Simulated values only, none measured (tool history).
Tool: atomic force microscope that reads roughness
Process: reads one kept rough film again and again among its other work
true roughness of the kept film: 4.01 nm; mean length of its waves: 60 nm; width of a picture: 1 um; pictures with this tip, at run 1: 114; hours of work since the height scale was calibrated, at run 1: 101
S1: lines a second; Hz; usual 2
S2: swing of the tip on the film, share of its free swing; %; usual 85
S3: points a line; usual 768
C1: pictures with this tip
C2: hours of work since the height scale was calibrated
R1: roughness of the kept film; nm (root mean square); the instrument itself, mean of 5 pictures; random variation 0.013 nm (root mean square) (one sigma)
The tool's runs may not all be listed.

run 1 hour=0 | S1=2 S2=85 S3=768 | C1=114 C2=101 | R1=2.997
run 2 hour=7.3 | S1=2 S2=85 S3=683 | C1=123 C2=105 | R1=3.012
run 3 hour=15.8 | S1=2 S2=85 S3=768 | C1=135 C2=109 | R1=2.991
run 4 hour=20.5 | S1=3.4 S2=85 S3=768 | C1=141 C2=111 | R1=2.672
run 5 hour=30.1 | S1=3.4 S2=85 S3=768 | C1=153 C2=115 | R1=2.674
run 6 hour=34.3 | S1=2 S2=85 S3=714 | C1=159 C2=117 | R1=2.976
run 7 hour=40.4 | S1=2 S2=85 S3=714 | C1=167 C2=120 | R1=2.939
run 8 hour=49.5 | S1=2 S2=85 S3=714 | C1=179 C2=124 | R1=2.938
run 9 hour=57.8 | S1=2 S2=85 S3=714 | C1=190 C2=128 | R1=2.895
run 10 hour=64.7 | S1=2 S2=85 S3=714 | C1=199 C2=131 | R1=2.916
run 11 hour=72.5 | S1=2 S2=59 S3=768 | C1=209 C2=135 | R1=3.303
-- hour=73.8 new tip fitted
run 12 hour=79.5 | S1=2.07 S2=85 S3=768 | C1=8 C2=138 | R1=3.182
run 13 hour=86.1 | S1=2.07 S2=85 S3=768 | C1=16 C2=141 | R1=3.148
run 14 hour=93.5 | S1=2.07 S2=85 S3=768 | C1=26 C2=144 | R1=3.15
run 15 hour=99.5 | S1=2.07 S2=85 S3=768 | C1=34 C2=147 | R1=3.133
run 16 hour=105.1 | S1=2.07 S2=85 S3=768 | C1=41 C2=150 | R1=3.129
run 17 hour=115.2 | S1=2.07 S2=85 S3=768 | C1=54 C2=154 | R1=3.116
run 18 hour=123.1 | S1=2.07 S2=85 S3=768 | C1=65 C2=158 | R1=3.092
run 19 hour=132.2 | S1=2.07 S2=85 S3=768 | C1=77 C2=162 | R1=3.063
run 20 hour=141.8 | S1=2.07 S2=85 S3=768 | C1=89 C2=167 | R1=3.04
run 21 hour=146.5 | S1=2.07 S2=85 S3=768 | C1=96 C2=169 | R1=3.02
run 22 hour=152 | S1=2.07 S2=71 S3=768 | C1=103 C2=171 | R1=3.296
run 23 hour=160.7 | S1=2 S2=85 S3=768 | C1=114 C2=175 | R1=3.034
run 24 hour=167.7 | S1=2 S2=85 S3=768 | C1=123 C2=178 | R1=3.009
run 25 hour=172.8 | S1=2 S2=85 S3=768 | C1=130 C2=181 | R1=3.007
run 26 hour=180.3 | S1=2 S2=85 S3=768 | C1=140 C2=184 | R1=2.976
run 27 hour=185.9 | S1=1.33 S2=85 S3=768 | C1=147 C2=187 | R1=3.13
run 28 hour=191.6 | S1=0.63 S2=66 S3=476 | C1=155 C2=189 | R1=3.443
run 29 hour=198.4 | S1=2 S2=85 S3=484 | C1=164 C2=193 | R1=2.971
run 30 hour=206.7 | S1=0.91 S2=58 S3=907 | C1=175 C2=196 | R1=3.446
run 31 hour=213.5 | S1=0.91 S2=58 S3=907 | C1=184 C2=200 | R1=3.444
run 32 hour=223.2 | S1=0.91 S2=58 S3=907 | C1=196 C2=204 | R1=3.397
run 33 hour=230.4 | S1=1.65 S2=73 S3=482 | C1=206 C2=207 | R1=3.176
-- hour=234.1 new tip fitted
run 34 hour=236.1 | S1=1.89 S2=61 S3=768 | C1=3 C2=210 | R1=3.655
run 35 hour=243.1 | S1=1.89 S2=86 S3=768 | C1=12 C2=213 | R1=3.212
run 36 hour=249.4 | S1=2.6 S2=60 S3=595 | C1=20 C2=216 | R1=3.562
run 37 hour=255.9 | S1=2.6 S2=60 S3=595 | C1=29 C2=219 | R1=3.552
run 38 hour=265.7 | S1=2.6 S2=60 S3=595 | C1=42 C2=223 | R1=3.533
run 39 hour=274.2 | S1=2.48 S2=58 S3=287 | C1=53 C2=227 | R1=3.519
run 40 hour=282.6 | S1=1.7 S2=58 S3=673 | C1=64 C2=231 | R1=3.591
run 41 hour=292.7 | S1=1.7 S2=58 S3=673 | C1=77 C2=236 | R1=3.56
run 42 hour=298 | S1=2 S2=65 S3=768 | C1=84 C2=238 | R1=3.415
run 43 hour=303.9 | S1=0.63 S2=64 S3=586 | C1=92 C2=241 | R1=3.575
run 44 hour=310.1 | S1=0.63 S2=64 S3=304 | C1=100 C2=244 | R1=3.574
run 45 hour=317.9 | S1=1.49 S2=79 S3=1022 | C1=110 C2=247 | R1=3.275
run 46 hour=324.3 | S1=1.49 S2=79 S3=1022 | C1=119 C2=250 | R1=3.281
run 47 hour=334.5 | S1=1.49 S2=79 S3=329 | C1=132 C2=255 | R1=3.202
run 48 hour=343.8 | S1=2.82 S2=85 S3=895 | C1=144 C2=259 | R1=2.794
run 49 hour=353.4 | S1=2.82 S2=85 S3=895 | C1=157 C2=264 | R1=2.788
run 50 hour=359.4 | S1=1.8 S2=79 S3=294 | C1=165 C2=267 | R1=3.113
run 51 hour=365.1 | S1=2 S2=85 S3=701 | C1=172 C2=269 | R1=2.963
run 52 hour=371.7 | S1=2 S2=71 S3=909 | C1=181 C2=272 | R1=3.218
run 53 hour=378.1 | S1=2 S2=71 S3=909 | C1=189 C2=275 | R1=3.192

Forecast each of these 3 alternatives for the next run:
run A hour=387.9 | S1=2.35 S2=85 S3=752 | C1=202 C2=280 | R1=?
run B hour=387.9 | S1=2 S2=71 S3=450 | C1=202 C2=280 | R1=?
run C hour=387.9 | S1=1.4 S2=75 S3=279 | C1=202 C2=280 | R1=?

run=A R1=2.839
run=B R1=3.167
run=C R1=3.206
Without the tool's hidden state the same runs would have given:
run=A R1=3.139
run=B R1=3.502
run=C R1=3.545

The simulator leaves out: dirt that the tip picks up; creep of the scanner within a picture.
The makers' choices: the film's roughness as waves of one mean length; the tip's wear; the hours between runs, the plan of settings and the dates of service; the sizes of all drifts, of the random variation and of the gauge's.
